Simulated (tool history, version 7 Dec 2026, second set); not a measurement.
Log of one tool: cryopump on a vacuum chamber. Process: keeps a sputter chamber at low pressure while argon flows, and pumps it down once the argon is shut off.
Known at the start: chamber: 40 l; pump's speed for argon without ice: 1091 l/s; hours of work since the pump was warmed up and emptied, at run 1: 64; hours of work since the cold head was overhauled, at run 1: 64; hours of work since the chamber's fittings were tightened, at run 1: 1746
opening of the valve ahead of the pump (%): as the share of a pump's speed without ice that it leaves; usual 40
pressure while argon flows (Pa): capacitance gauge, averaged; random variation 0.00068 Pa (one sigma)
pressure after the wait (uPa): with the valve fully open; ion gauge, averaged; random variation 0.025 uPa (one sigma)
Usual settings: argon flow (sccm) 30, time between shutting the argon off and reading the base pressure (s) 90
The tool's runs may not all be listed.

run	hour	argon flow (sccm)	time between shutting the argon off and reading the base pressure (s)	opening of the valve ahead of the pump (%)	hours of work since the pump was warmed up and emptied	hours of work since the cold head was overhauled	hours of work since the chamber's fittings were tightened	pressure while argon flows (Pa)	pressure after the wait (uPa)
1	0	30	90	40	64	64	1746	0.1167	2.9
2	49.2	30	90	40	101	101	1783	0.1194	2.94
3	81.1	30	90	40	126	126	1807	0.1199	3.15
4	105	30	90	40	144	144	1825	0.1199	3.14
5	132.8	30	90	40	165	165	1847	0.1211	3.12
6	169.1	19	90	40	192	192	1874	0.0775	3.25
7	212.2	19	90	40	225	225	1907	0.0774	3.25
8	237.4	30	32	40	244	244	1926	0.1225	4.71
9	275.7	30	32	40	274	274	1955	0.1249	4.69
10	299.1	15	41	40	291	291	1973	0.063	4.49
11	329.2	15	41	40	314	314	1996	0.0633	4.53
12	359.9	25	276	22	338	338	2019	0.1846	3.26

Run 13 comes next. What will it give?
13	398.1	44	32	40	367	367	2048	?	?

{"run 13": {"pressure while argon flows (Pa)": 0.1871, "pressure after the wait (uPa)": 5.06}}
Without the tool's hidden state the same run would have given pressure while argon flows (Pa) 0.1694, pressure after the wait (uPa) 2.25.

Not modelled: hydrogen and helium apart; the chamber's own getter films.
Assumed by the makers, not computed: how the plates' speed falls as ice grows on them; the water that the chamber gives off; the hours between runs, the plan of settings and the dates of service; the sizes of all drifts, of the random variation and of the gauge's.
